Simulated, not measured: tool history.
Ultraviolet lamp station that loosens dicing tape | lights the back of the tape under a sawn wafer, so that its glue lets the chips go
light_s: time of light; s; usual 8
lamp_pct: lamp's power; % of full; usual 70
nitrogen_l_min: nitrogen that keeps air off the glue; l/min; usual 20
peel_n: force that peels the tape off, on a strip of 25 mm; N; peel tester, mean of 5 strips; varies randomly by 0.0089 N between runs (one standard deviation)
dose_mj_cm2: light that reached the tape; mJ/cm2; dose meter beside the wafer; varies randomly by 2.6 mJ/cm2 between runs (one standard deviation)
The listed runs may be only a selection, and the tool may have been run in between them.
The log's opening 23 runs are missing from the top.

run 24 hour=565.9 | light_s=8 lamp_pct=81 nitrogen_l_min=18 | peel_n=0.485 dose_mj_cm2=301
run 25 hour=580 | light_s=8 lamp_pct=81 nitrogen_l_min=18 | peel_n=0.474 dose_mj_cm2=306
run 26 hour=612.7 | light_s=9 lamp_pct=70 nitrogen_l_min=34 | peel_n=0.361 dose_mj_cm2=287
run 27 hour=639.7 | light_s=13 lamp_pct=76 nitrogen_l_min=25 | peel_n=0.13 dose_mj_cm2=448
-- hour=642.4 window cleaned of glue's vapour
run 28 hour=663.6 | light_s=13 lamp_pct=76 nitrogen_l_min=25 | peel_n=0.109 dose_mj_cm2=490
run 29 hour=680.6 | light_s=11 lamp_pct=70 nitrogen_l_min=20 | peel_n=0.23 dose_mj_cm2=383
run 30 hour=697.7 | light_s=12 lamp_pct=85 nitrogen_l_min=20 | peel_n=0.122 dose_mj_cm2=509
run 31 hour=726.7 | light_s=10 lamp_pct=68 nitrogen_l_min=20 | peel_n=0.35 dose_mj_cm2=332
run 32 hour=750.6 | light_s=16 lamp_pct=68 nitrogen_l_min=10 | peel_n=0.181 dose_mj_cm2=531
run 33 hour=776.4 | light_s=9 lamp_pct=95 nitrogen_l_min=7 | peel_n=0.481 dose_mj_cm2=411

What if the next run were any one of these 5? Each begins from the tool's condition after run 33:
run A hour=804.2 | light_s=8 lamp_pct=61 nitrogen_l_min=20 | peel_n=? dose_mj_cm2=?
run B hour=804.2 | light_s=8 lamp_pct=85 nitrogen_l_min=20 | peel_n=? dose_mj_cm2=?
run C hour=804.2 | light_s=12 lamp_pct=95 nitrogen_l_min=7 | peel_n=? dose_mj_cm2=?
run D hour=804.2 | light_s=8 lamp_pct=70 nitrogen_l_min=22 | peel_n=? dose_mj_cm2=?
run E hour=804.2 | light_s=15 lamp_pct=96 nitrogen_l_min=7 | peel_n=? dose_mj_cm2=?

run=A peel_n=0.838 dose_mj_cm2=234
run=B peel_n=0.389 dose_mj_cm2=323
run=C peel_n=0.219 dose_mj_cm2=548
run=D peel_n=0.584 dose_mj_cm2=266
run=E peel_n=0.14 dose_mj_cm2=692
The same runs, with their run-to-run variation unchanged, on a tool lacking any hidden condition would have given:
run=A peel_n=0.515 dose_mj_cm2=288
run=B peel_n=0.222 dose_mj_cm2=398
run=C peel_n=0.13 dose_mj_cm2=673
run=D peel_n=0.338 dose_mj_cm2=327
run=E peel_n=0.102 dose_mj_cm2=851
